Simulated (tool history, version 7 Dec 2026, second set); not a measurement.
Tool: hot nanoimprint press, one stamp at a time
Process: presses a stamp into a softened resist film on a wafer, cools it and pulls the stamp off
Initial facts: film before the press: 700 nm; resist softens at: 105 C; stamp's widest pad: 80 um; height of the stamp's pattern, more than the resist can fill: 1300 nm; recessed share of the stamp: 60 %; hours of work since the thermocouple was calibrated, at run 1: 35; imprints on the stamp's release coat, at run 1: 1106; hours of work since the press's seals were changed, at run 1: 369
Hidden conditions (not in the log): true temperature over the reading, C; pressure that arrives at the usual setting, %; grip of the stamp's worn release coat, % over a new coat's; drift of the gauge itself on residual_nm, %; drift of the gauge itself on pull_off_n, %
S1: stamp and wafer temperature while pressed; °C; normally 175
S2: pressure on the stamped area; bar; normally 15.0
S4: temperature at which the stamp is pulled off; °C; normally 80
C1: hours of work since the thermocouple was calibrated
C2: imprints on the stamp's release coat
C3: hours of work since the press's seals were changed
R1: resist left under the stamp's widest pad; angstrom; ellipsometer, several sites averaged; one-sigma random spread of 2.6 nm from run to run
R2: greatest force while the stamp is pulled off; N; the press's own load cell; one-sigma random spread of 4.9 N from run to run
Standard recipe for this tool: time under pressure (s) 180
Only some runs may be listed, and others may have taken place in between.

run 1 hour=0.0 | S1=175 S2=15.0 time_under_pressure_(s)=180 S4=80 | C1=35 C2=1106 C3=369 | R1=4263 R2=270
run 2 hour=18.0 | S1=175 S2=15.0 time_under_pressure_(s)=180 S4=80 | C1=43 C2=1171 C3=377 | R1=4245 R2=257
run 3 hour=32.2 | S1=175 S2=15.0 time_under_pressure_(s)=180 S4=75 | C1=50 C2=1222 C3=384 | R1=4237 R2=294
run 4 hour=52.1 | S1=175 S2=17.1 time_under_pressure_(s)=180 S4=80 | C1=60 C2=1294 C3=393 | R1=4111 R2=259
run 5 hour=69.7 | S1=175 S2=17.1 time_under_pressure_(s)=146 S4=80 | C1=68 C2=1358 C3=401 | R1=4352 R2=281
run 6 hour=77.8 | S1=175 S2=17.1 time_under_pressure_(s)=146 S4=80 | C1=72 C2=1387 C3=405 | R1=4347 R2=276
run 7 hour=92.6 | S1=175 S2=15.0 time_under_pressure_(s)=161 S4=80 | C1=79 C2=1440 C3=412 | R1=4395 R2=274
run 8 hour=109.9 | S1=175 S2=9.7 time_under_pressure_(s)=180 S4=80 | C1=87 C2=1502 C3=420 | R1=4889 R2=282
run 9 hour=124.5 | S1=175 S2=9.7 time_under_pressure_(s)=180 S4=80 | C1=94 C2=1555 C3=427 | R1=4886 R2=277
run 10 hour=138.6 | S1=175 S2=15.0 time_under_pressure_(s)=180 S4=80 | C1=100 C2=1606 C3=434 | R1=4286 R2=284
-- hour=146.0 stamp cleaned and given a new release coat
run 11 hour=156.9 | S1=175 S2=15.0 time_under_pressure_(s)=180 S4=80 | C1=106 C2=39 C3=440 | R1=4309 R2=244
run 12 hour=173.2 | S1=175 S2=15.0 time_under_pressure_(s)=180 S4=74 | C1=114 C2=98 C3=447 | R1=4274 R2=259
run 13 hour=181.5 | S1=175 S2=15.0 time_under_pressure_(s)=180 S4=74 | C1=118 C2=128 C3=451 | R1=4281 R2=258
run 14 hour=190.8 | S1=175 S2=15.0 time_under_pressure_(s)=320 S4=80 | C1=122 C2=162 C3=456 | R1=3549 R2=245
run 15 hour=208.7 | S1=175 S2=15.0 time_under_pressure_(s)=180 S4=80 | C1=131 C2=226 C3=464 | R1=4307 R2=248
run 16 hour=225.3 | S1=175 S2=15.0 time_under_pressure_(s)=233 S4=80 | C1=138 C2=286 C3=472 | R1=3970 R2=251
run 17 hour=244.9 | S1=178 S2=15.0 time_under_pressure_(s)=265 S4=67 | C1=148 C2=357 C3=481 | R1=3384 R2=291
run 18 hour=259.9 | S1=175 S2=10.0 time_under_pressure_(s)=205 S4=81 | C1=155 C2=411 C3=488 | R1=4722 R2=253
run 19 hour=275.7 | S1=175 S2=9.1 time_under_pressure_(s)=180 S4=80 | C1=162 C2=467 C3=496 | R1=5011 R2=253
run 20 hour=291.9 | S1=175 S2=9.1 time_under_pressure_(s)=180 S4=80 | C1=170 C2=526 C3=503 | R1=5025 R2=250
run 21 hour=306.2 | S1=183 S2=19.8 time_under_pressure_(s)=180 S4=80 | C1=176 C2=577 C3=510 | R1=2894 R2=257
-- hour=311.0 plate thermocouple calibrated
run 22 hour=328.4 | S1=172 S2=19.8 time_under_pressure_(s)=180 S4=66 | C1=8 C2=647 C3=519 | R1=4383 R2=315
-- hour=349.9 plate thermocouple calibrated, once more
run 23 hour=351.0 | S1=175 S2=14.3 time_under_pressure_(s)=180 S4=76 | C1=1 C2=717 C3=528 | R1=4346 R2=265
run 24 hour=367.7 | S1=179 S2=14.3 time_under_pressure_(s)=180 S4=71 | C1=8 C2=778 C3=536 | R1=3730 R2=303
run 25 hour=385.1 | S1=179 S2=14.3 time_under_pressure_(s)=180 S4=71 | C1=17 C2=840 C3=544 | R1=3774 R2=305
run 26 hour=395.5 | S1=179 S2=14.3 time_under_pressure_(s)=180 S4=71 | C1=21 C2=878 C3=549 | R1=3766 R2=297
run 27 hour=409.5 | S1=171 S2=18.5 time_under_pressure_(s)=180 S4=86 | C1=28 C2=928 C3=556 | R1=4514 R2=243
run 28 hour=418.0 | S1=164 S2=15.0 time_under_pressure_(s)=185 S4=80 | C1=32 C2=959 C3=560 | R1=5753 R2=260
run 29 hour=432.8 | S1=180 S2=9.7 time_under_pressure_(s)=277 S4=76 | C1=39 C2=1012 C3=567 | R1=3633 R2=280
run 30 hour=443.1 | S1=187 S2=15.0 time_under_pressure_(s)=180 S4=80 | C1=44 C2=1049 C3=572 | R1=2804 R2=270

Branching from run 30: 3 alternative next runs. What would each branch give?
run A hour=455.4 | S1=178 S2=15.0 time_under_pressure_(s)=350 S4=87 | C1=50 C2=1094 C3=578 | R1=? R2=?
run B hour=455.4 | S1=187 S2=17.7 time_under_pressure_(s)=180 S4=80 | C1=50 C2=1094 C3=578 | R1=? R2=?
run C hour=455.4 | S1=175 S2=15.5 time_under_pressure_(s)=349 S4=76 | C1=50 C2=1094 C3=578 | R1=? R2=?

run=A R1=3017 R2=246
run=B R1=2581 R2=268
run=C R1=3363 R2=281
Stripped of hidden state, with their random variation kept, the same runs would have yielded:
run=A R1=2957 R2=221
run=B R1=2519 R2=240
run=C R1=3298 R2=251
